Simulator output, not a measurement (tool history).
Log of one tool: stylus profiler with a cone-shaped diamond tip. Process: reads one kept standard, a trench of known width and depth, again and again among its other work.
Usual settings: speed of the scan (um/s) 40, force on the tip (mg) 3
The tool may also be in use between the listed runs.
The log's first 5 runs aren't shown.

run	day	speed of the scan (um/s)	force on the tip (mg)	scans with this tip	hours of work since the height scale was calibrated	depth of the trench (angstrom)	width of the trench's floor (µm)
6	6.733	13	3	3640	442	10074.1	15.32
7	7.538	13	3	3714	451	10075	15.32
8	8.375	13	3	3791	460	10073.9	15.25
9	9.5	40	8.62	3895	473	10142	15.28
10	11.025	40	3	4035	490	10074.7	15.14
11	12.367	40	3	4159	505	10077.5	15.17
12	14.208	40	3	4328	525	10076.4	15.05
13	15.433	40	3	4441	539	10079.4	15.01
14	16.954	40	3	4581	556	10076	14.99
15	18.812	40	3	4752	577	10080	14.94
16	19.867	40	3	4850	589	10076.5	14.97
17	21.038	40	3	4957	602	10081.5	14.91
18	22.971	40	3	5135	623	10078.8	14.87
19	24.683	40	3	5293	643	10078.3	14.87
20	26.358	40	3	5448	661	10080.1	14.72
21	27.808	40	3	5581	677	10083.4	14.81
22	28.908	40	3	5682	690	10078.8	14.73
23	30.558	40	3	5834	708	10077.8	14.7
24	32.129	40	3	5979	726	10082	14.67
25	33.267	22	1.97	6084	738	10063.3	14.61
26	34.342	52	1.16	6183	750	10049.9	14.44
27	35.167	52	1.16	6259	760	10050.3	14.48
28	36.817	84	1.16	6411	778	10055.8	14.21
29	38.679	84	1.16	6583	799	10053.4	14.18

Run 30 comes next. What will it give?
30	40.267	84	1.16	6729	817	?	?

{"run 30": {"depth of the trench (angstrom)": 10055.5, "width of the trench's floor (µm)": 14.11}}
Without the tool's hidden state the same run would have given depth of the trench (angstrom) 10035.5, width of the trench's floor (µm) 16.03.
